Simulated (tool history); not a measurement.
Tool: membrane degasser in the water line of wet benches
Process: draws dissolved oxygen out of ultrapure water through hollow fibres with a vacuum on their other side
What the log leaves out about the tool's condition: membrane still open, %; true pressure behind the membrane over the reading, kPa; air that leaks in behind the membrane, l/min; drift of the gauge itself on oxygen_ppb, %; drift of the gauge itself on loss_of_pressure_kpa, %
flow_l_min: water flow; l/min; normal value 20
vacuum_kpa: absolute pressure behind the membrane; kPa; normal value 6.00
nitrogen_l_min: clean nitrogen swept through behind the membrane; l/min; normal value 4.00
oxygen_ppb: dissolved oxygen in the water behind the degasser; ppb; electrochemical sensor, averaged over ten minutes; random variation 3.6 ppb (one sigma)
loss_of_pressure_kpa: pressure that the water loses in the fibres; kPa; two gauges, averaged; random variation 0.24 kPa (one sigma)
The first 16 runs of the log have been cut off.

run,day,flow_l_min,vacuum_kpa,nitrogen_l_min,hours since the membrane was changed,hours since the vacuum gauge was calibrated,hours since the vacuum lines were made tight,oxygen_ppb,loss_of_pressure_kpa
17,17.454,20,6.00,4.00,2010,2201,8141,370.4,62.43
18,18.475,20,6.00,4.00,2034,2226,8166,365.4,62.95
19,19.317,20,6.00,9.75,2054,2246,8186,356.4,63.24
20,20.417,20,6.00,6.03,2081,2272,8212,361.3,63.26
21,21.988,14,9.15,9.04,2118,2310,8250,177.4,43.91
22,23.492,14,9.15,9.04,2154,2346,8286,180.7,44.28
23,24.933,20,6.00,1.62,2189,2381,8321,413.8,63.11
24,26.396,23,6.00,5.82,2224,2416,8356,473.1,72.49
25,28.108,23,6.00,5.82,2265,2457,8397,473.4,72.90
26,29.417,23,6.00,5.82,2297,2488,8428,466.0,72.52
27,31.096,28,11.31,2.78,2337,2529,8469,797.9,88.62
28,32.508,28,9.04,4.53,2371,2563,8502,694.7,87.93
29,33.608,14,4.26,4.53,2397,2589,8529,163.7,44.10
30,35.108,20,13.59,4.00,2433,2625,8565,467.7,63.44
31,36.754,25,8.39,4.00,2473,2665,8604,589.0,78.78
32,37.738,25,8.39,4.00,2496,2688,8628,583.7,78.75

Estimate the outcome of run 33 from the log above:
33,39.258,17,4.91,2.03,2533,2725,8664,?,?

oxygen_ppb: 280.2 ppb
loss_of_pressure_kpa: 53.35 kPa
Minus the tool's unlogged condition, the same run would have read oxygen_ppb 264.9 ppb, loss_of_pressure_kpa 52.53 kPa.
